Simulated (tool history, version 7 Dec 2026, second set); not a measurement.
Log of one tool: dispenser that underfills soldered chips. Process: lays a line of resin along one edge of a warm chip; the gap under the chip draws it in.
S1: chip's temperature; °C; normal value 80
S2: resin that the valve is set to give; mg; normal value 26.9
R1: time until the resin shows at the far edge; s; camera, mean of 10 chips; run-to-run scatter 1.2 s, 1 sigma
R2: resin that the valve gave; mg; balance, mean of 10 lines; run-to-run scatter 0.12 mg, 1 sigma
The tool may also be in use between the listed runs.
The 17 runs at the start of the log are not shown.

run   hour  S1    S2     R1     R2
      84.7  -- new syringe of resin
 18   87.4  79  26.9  133.7   25.6
 19   90.7  93  26.1   80.4  24.69
      93.6  -- new syringe of resin
 20   96.4  93  26.1   72.1  24.88
 21  101.1  93  26.1   84.8  24.62
     102.3  -- new syringe of resin
 22  106.4  73    23  186.6  21.52
 23  109.5  79  23.6  154.3  22.08
     111.2  -- new syringe of resin
 24  115.2  79  23.6  144.9  21.88
     120.1  -- new syringe of resin
 25    122  79  23.6  139.4  21.86
 26  125.2  67  24.5  262.7  22.71

The next listed run, before its measurement:
     129.1  -- new syringe of resin
 27  130.5  69  24.6   ?   ?

R1: 208.5 s
R2: 22.64 mg
With no hidden state in the tool, this same run would have given R1 189.3 s, R2 24.59 mg.
